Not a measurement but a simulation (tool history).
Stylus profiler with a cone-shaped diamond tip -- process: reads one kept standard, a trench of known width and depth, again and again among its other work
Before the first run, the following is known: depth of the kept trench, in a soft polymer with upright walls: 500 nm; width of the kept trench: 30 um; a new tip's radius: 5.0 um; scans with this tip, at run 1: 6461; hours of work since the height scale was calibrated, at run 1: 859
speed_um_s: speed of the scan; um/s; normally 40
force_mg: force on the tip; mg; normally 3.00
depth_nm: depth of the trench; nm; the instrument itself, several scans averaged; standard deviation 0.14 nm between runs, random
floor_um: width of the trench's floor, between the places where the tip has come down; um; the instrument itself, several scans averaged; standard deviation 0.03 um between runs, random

run	hour	speed_um_s	force_mg	scans with this tip	hours of work since the height scale was calibrated	depth_nm	floor_um
1	0.0	40	3.00	6461	859	505.44	25.43
2	92.9	40	1.26	6788	903	502.88	25.40
3	185.2	40	1.37	7113	946	503.00	25.41
4	284.9	40	4.35	7464	992	506.72	25.51
5	335.8	117	3.00	7643	1016	505.43	25.12
6	448.5	26	3.00	8039	1069	505.43	25.59
7	564.5	26	3.00	8447	1123	505.40	25.50
8	659.4	24	3.00	8781	1168	505.47	25.51
9	725.5	24	3.00	9014	1198	505.29	25.54
10	839.0	40	3.00	9413	1252	505.33	25.47
11	933.4	40	3.34	9745	1296	505.58	25.48
12	1004.8	40	3.34	9996	1329	505.58	25.50
13	1075.5	14	3.00	10245	1362	505.26	25.56
14	1169.9	14	3.00	10577	1406	505.34	25.54
# hour 1240.9: height scale calibrated on a step standard
15	1272.9	14	3.00	10938	15	505.25	25.59
16	1389.5	14	3.00	11348	70	505.30	25.59
17	1499.3	14	3.00	11734	121	505.48	25.57
18	1572.5	14	3.00	11992	155	505.38	25.62
19	1677.1	14	3.00	12360	204	505.20	25.54
20	1767.3	40	3.00	12677	246	505.45	25.48
21	1821.3	40	3.00	12867	272	505.57	25.44
22	1872.3	40	3.00	13047	295	505.46	25.52
23	1986.7	40	3.00	13449	349	505.26	25.43
24	2106.8	39	1.73	13872	405	503.63	25.36
25	2189.8	17	1.66	14164	444	503.66	25.51
26	2309.9	121	4.23	14586	500	506.50	25.21
27	2431.7	121	4.23	15015	557	506.82	25.23
28	2530.9	61	2.23	15364	603	504.28	25.28
29	2592.1	61	2.23	15579	632	504.59	25.35
30	2662.7	61	2.23	15827	665	504.43	25.39
31	2779.7	21	4.32	16239	720	506.96	25.57
32	2892.9	21	4.32	16637	773	507.31	25.57
33	3006.3	40	3.93	17036	826	506.70	25.56
34	3121.5	11	2.01	17442	880	504.24	25.59
35	3190.0	11	2.01	17682	912	503.93	25.57
36	3252.0	11	2.01	17901	941	504.02	25.54
37	3316.5	11	2.01	18128	971	504.06	25.55
38	3423.4	77	2.01	18504	1021	503.92	25.18
39	3481.4	48	1.15	18708	1048	503.02	25.27
40	3598.4	48	1.15	19119	1103	502.82	25.23
41	3700.2	48	1.15	19478	1150	502.75	25.32
42	3810.4	48	1.15	19865	1202	502.76	25.27
43	3930.1	40	4.79	20287	1258	507.41	25.52
44	4049.7	40	4.79	20707	1314	507.09	25.49
45	4153.0	40	4.79	21071	1362	507.20	25.48

Selected run-to-run steps in floor_um, each split into two signed amounts: the part the tool would show with no hidden state at all (from settings, incoming material and random variation), and the remainder, which goes to the hidden state together with any gauge scatter not common to the measured and the hidden-state-free results:
Unlogged tool condition in this case: radius of the tip, um; height scale over the true one, %; drift of the gauge itself on depth_nm, %; drift of the gauge itself on floor_um, %.
Run 4 -> 5: speed_um_s 40 -> 117, force_mg 4.35 -> 3.00. floor_um -0.39 um: hidden state +0.00, all else -0.39.
Run 5 -> 6: speed_um_s 117 -> 26. floor_um +0.47 um: hidden state +0.00, all else +0.47.
Run 13 -> 14: no setting changed, nothing entered. floor_um -0.02 um: hidden state -0.01, all else -0.01.
Run 14 -> 15: height scale calibrated on a step standard. floor_um +0.05 um: hidden state +0.01, all else +0.04.
Run 18 -> 19: no setting changed, nothing entered. floor_um -0.08 um: hidden state -0.01, all else -0.07.
Run 37 -> 38: speed_um_s 11 -> 77. floor_um -0.37 um: hidden state +0.00, all else -0.37.
